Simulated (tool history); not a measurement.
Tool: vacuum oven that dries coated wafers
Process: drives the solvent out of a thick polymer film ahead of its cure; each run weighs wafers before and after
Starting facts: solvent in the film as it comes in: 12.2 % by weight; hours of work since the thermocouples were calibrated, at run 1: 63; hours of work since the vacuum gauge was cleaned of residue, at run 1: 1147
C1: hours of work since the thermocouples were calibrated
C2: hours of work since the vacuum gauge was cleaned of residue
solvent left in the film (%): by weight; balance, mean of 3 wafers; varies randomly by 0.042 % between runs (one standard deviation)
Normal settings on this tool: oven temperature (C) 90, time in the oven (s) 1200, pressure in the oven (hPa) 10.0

{"run": 1, "hour": 0.0, "oven temperature (C)": 90, "time in the oven (s)": 1200, "pressure in the oven (hPa)": 10.0, "C1": 63, "C2": 1147, "solvent left in the film (%)": 0.81}
{"run": 2, "hour": 84.8, "oven temperature (C)": 90, "time in the oven (s)": 780, "pressure in the oven (hPa)": 10.0, "C1": 123, "C2": 1207, "solvent left in the film (%)": 1.69}
{"run": 3, "hour": 199.5, "oven temperature (C)": 90, "time in the oven (s)": 780, "pressure in the oven (hPa)": 10.0, "C1": 204, "C2": 1288, "solvent left in the film (%)": 1.78}
{"run": 4, "hour": 286.8, "oven temperature (C)": 90, "time in the oven (s)": 780, "pressure in the oven (hPa)": 10.0, "C1": 265, "C2": 1349, "solvent left in the film (%)": 1.81}
{"run": 5, "hour": 344.1, "oven temperature (C)": 90, "time in the oven (s)": 780, "pressure in the oven (hPa)": 10.0, "C1": 306, "C2": 1390, "solvent left in the film (%)": 1.77}
{"run": 6, "hour": 440.0, "oven temperature (C)": 90, "time in the oven (s)": 780, "pressure in the oven (hPa)": 10.0, "C1": 373, "C2": 1457, "solvent left in the film (%)": 1.85}
{"run": 7, "hour": 551.3, "oven temperature (C)": 90, "time in the oven (s)": 1200, "pressure in the oven (hPa)": 10.0, "C1": 452, "C2": 1536, "solvent left in the film (%)": 0.92}
{"run": 8, "hour": 677.8, "oven temperature (C)": 90, "time in the oven (s)": 1200, "pressure in the oven (hPa)": 10.0, "C1": 541, "C2": 1625, "solvent left in the film (%)": 0.92}
{"run": 9, "hour": 733.9, "oven temperature (C)": 90, "time in the oven (s)": 1200, "pressure in the oven (hPa)": 10.0, "C1": 581, "C2": 1665, "solvent left in the film (%)": 0.94}
{"run": 10, "hour": 809.2, "oven temperature (C)": 80, "time in the oven (s)": 1200, "pressure in the oven (hPa)": 10.0, "C1": 634, "C2": 1718, "solvent left in the film (%)": 2.85}
{"run": 11, "hour": 887.5, "oven temperature (C)": 90, "time in the oven (s)": 1200, "pressure in the oven (hPa)": 19.8, "C1": 690, "C2": 1774, "solvent left in the film (%)": 1.22}
{"run": 12, "hour": 952.2, "oven temperature (C)": 90, "time in the oven (s)": 1200, "pressure in the oven (hPa)": 7.7, "C1": 735, "C2": 1819, "solvent left in the film (%)": 1.02}
{"run": 13, "hour": 1029.0, "oven temperature (C)": 90, "time in the oven (s)": 1200, "pressure in the oven (hPa)": 7.7, "C1": 789, "C2": 1873, "solvent left in the film (%)": 1.02}
{"run": 14, "hour": 1143.3, "oven temperature (C)": 90, "time in the oven (s)": 1200, "pressure in the oven (hPa)": 7.7, "C1": 870, "C2": 1954, "solvent left in the film (%)": 0.99}
{"run": 15, "hour": 1260.8, "oven temperature (C)": 90, "time in the oven (s)": 1200, "pressure in the oven (hPa)": 7.7, "C1": 953, "C2": 2037, "solvent left in the film (%)": 0.99}
{"run": 16, "hour": 1371.3, "oven temperature (C)": 90, "time in the oven (s)": 1200, "pressure in the oven (hPa)": 7.7, "C1": 1031, "C2": 2115, "solvent left in the film (%)": 1.08}
{"hour": 1437.5, "done": "oven's thermocouples calibrated"}
{"run": 17, "hour": 1471.8, "oven temperature (C)": 94, "time in the oven (s)": 1920, "pressure in the oven (hPa)": 33.1, "C1": 24, "C2": 2185, "solvent left in the film (%)": 0.83}
{"run": 18, "hour": 1593.7, "oven temperature (C)": 94, "time in the oven (s)": 1920, "pressure in the oven (hPa)": 33.1, "C1": 110, "C2": 2271, "solvent left in the film (%)": 0.92}
{"run": 19, "hour": 1654.7, "oven temperature (C)": 99, "time in the oven (s)": 840, "pressure in the oven (hPa)": 10.0, "C1": 153, "C2": 2314, "solvent left in the film (%)": 0.57}
{"run": 20, "hour": 1771.9, "oven temperature (C)": 102, "time in the oven (s)": 1020, "pressure in the oven (hPa)": 38.5, "C1": 236, "C2": 2397, "solvent left in the film (%)": 0.77}
{"run": 21, "hour": 1873.0, "oven temperature (C)": 77, "time in the oven (s)": 1020, "pressure in the oven (hPa)": 36.8, "C1": 308, "C2": 2468, "solvent left in the film (%)": 4.86}
{"run": 22, "hour": 1987.6, "oven temperature (C)": 81, "time in the oven (s)": 660, "pressure in the oven (hPa)": 6.9, "C1": 388, "C2": 2549, "solvent left in the film (%)": 4.59}
{"run": 23, "hour": 2110.6, "oven temperature (C)": 99, "time in the oven (s)": 780, "pressure in the oven (hPa)": 5.1, "C1": 475, "C2": 2636, "solvent left in the film (%)": 0.7}
{"run": 24, "hour": 2199.0, "oven temperature (C)": 104, "time in the oven (s)": 780, "pressure in the oven (hPa)": 33.3, "C1": 538, "C2": 2698, "solvent left in the film (%)": 0.82}
{"run": 25, "hour": 2310.3, "oven temperature (C)": 92, "time in the oven (s)": 600, "pressure in the oven (hPa)": 19.9, "C1": 616, "C2": 2777, "solvent left in the film (%)": 2.63}
{"run": 26, "hour": 2408.3, "oven temperature (C)": 80, "time in the oven (s)": 780, "pressure in the oven (hPa)": 19.9, "C1": 686, "C2": 2846, "solvent left in the film (%)": 4.73}
{"run": 27, "hour": 2516.4, "oven temperature (C)": 80, "time in the oven (s)": 780, "pressure in the oven (hPa)": 19.9, "C1": 762, "C2": 2923, "solvent left in the film (%)": 4.77}
{"run": 28, "hour": 2633.9, "oven temperature (C)": 75, "time in the oven (s)": 780, "pressure in the oven (hPa)": 10.0, "C1": 845, "C2": 3006, "solvent left in the film (%)": 5.84}
{"run": 29, "hour": 2740.4, "oven temperature (C)": 103, "time in the oven (s)": 1200, "pressure in the oven (hPa)": 18.8, "C1": 920, "C2": 3081, "solvent left in the film (%)": 0.56}
{"run": 30, "hour": 2820.3, "oven temperature (C)": 97, "time in the oven (s)": 2160, "pressure in the oven (hPa)": 16.7, "C1": 977, "C2": 3137, "solvent left in the film (%)": 0.53}
{"run": 31, "hour": 2874.5, "oven temperature (C)": 97, "time in the oven (s)": 2160, "pressure in the oven (hPa)": 16.7, "C1": 1015, "C2": 3175, "solvent left in the film (%)": 0.51}

Branching from run 31: 4 alternative next runs. What would each branch give?
{"run": "A", "hour": 2955.9, "oven temperature (C)": 80, "time in the oven (s)": 1020, "pressure in the oven (hPa)": 9.6, "C1": 1072, "C2": 3233, "solvent left in the film (%)": "?"}
{"run": "B", "hour": 2955.9, "oven temperature (C)": 103, "time in the oven (s)": 1140, "pressure in the oven (hPa)": 16.7, "C1": 1072, "C2": 3233, "solvent left in the film (%)": "?"}
{"run": "C", "hour": 2955.9, "oven temperature (C)": 93, "time in the oven (s)": 1320, "pressure in the oven (hPa)": 9.2, "C1": 1072, "C2": 3233, "solvent left in the film (%)": "?"}
{"run": "D", "hour": 2955.9, "oven temperature (C)": 78, "time in the oven (s)": 2160, "pressure in the oven (hPa)": 16.7, "C1": 1072, "C2": 3233, "solvent left in the film (%)": "?"}

run=A solvent_left_in_the_film_(%)=3.79
run=B solvent_left_in_the_film_(%)=0.57
run=C solvent_left_in_the_film_(%)=0.70
run=D solvent_left_in_the_film_(%)=2.26
The same runs, with their run-to-run variation unchanged, on a tool lacking any hidden condition would have given:
run=A solvent_left_in_the_film_(%)=2.84
run=B solvent_left_in_the_film_(%)=0.34
run=C solvent_left_in_the_film_(%)=0.28
run=D solvent_left_in_the_film_(%)=1.37
